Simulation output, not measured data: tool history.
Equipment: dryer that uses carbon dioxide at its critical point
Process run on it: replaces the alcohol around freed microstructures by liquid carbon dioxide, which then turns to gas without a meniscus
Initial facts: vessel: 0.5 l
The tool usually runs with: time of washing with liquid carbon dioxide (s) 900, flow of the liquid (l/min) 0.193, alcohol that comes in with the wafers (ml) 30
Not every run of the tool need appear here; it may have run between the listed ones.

run,hour,time of washing with liquid carbon dioxide (s),flow of the liquid (l/min),alcohol that comes in with the wafers (ml),alcohol left in the vessel before it's heated (ppm by volume)
1,0,900,0.193,30,555
2,7.7,900,0.193,41,760
3,14.4,900,0.193,41,757
4,27,900,0.193,41,763
5,40.6,1080,0.193,30,218
6,55.1,1080,0.193,30,229
7,68.4,1080,0.193,30,235
8,75.3,900,0.193,30,574
9,87.6,900,0.193,30,561
10,99.8,900,0.193,30,564
11,109.7,900,0.193,30,576
12,116.8,900,0.193,30,589
13,132.7,900,0.193,30,571
14,148.8,1020,0.136,30,1574
15,158.6,660,0.193,22,1486
16,170.3,660,0.193,22,1447
17,177.9,1140,0.193,31,194
18,186.2,720,0.303,31,178
19,196.3,960,0.131,48,3534
20,207.7,1080,0.121,32,2139
21,219.1,1080,0.121,32,2091
22,225.7,900,0.213,51,626

What will run 23 give?
23,233.1,660,0.144,114,?

{"run 23": {"alcohol left in the vessel before it's heated (ppm by volume)": 18634}}
Had the tool carried no hidden state, the very same run would have given alcohol left in the vessel before it's heated (ppm by volume) 15716.
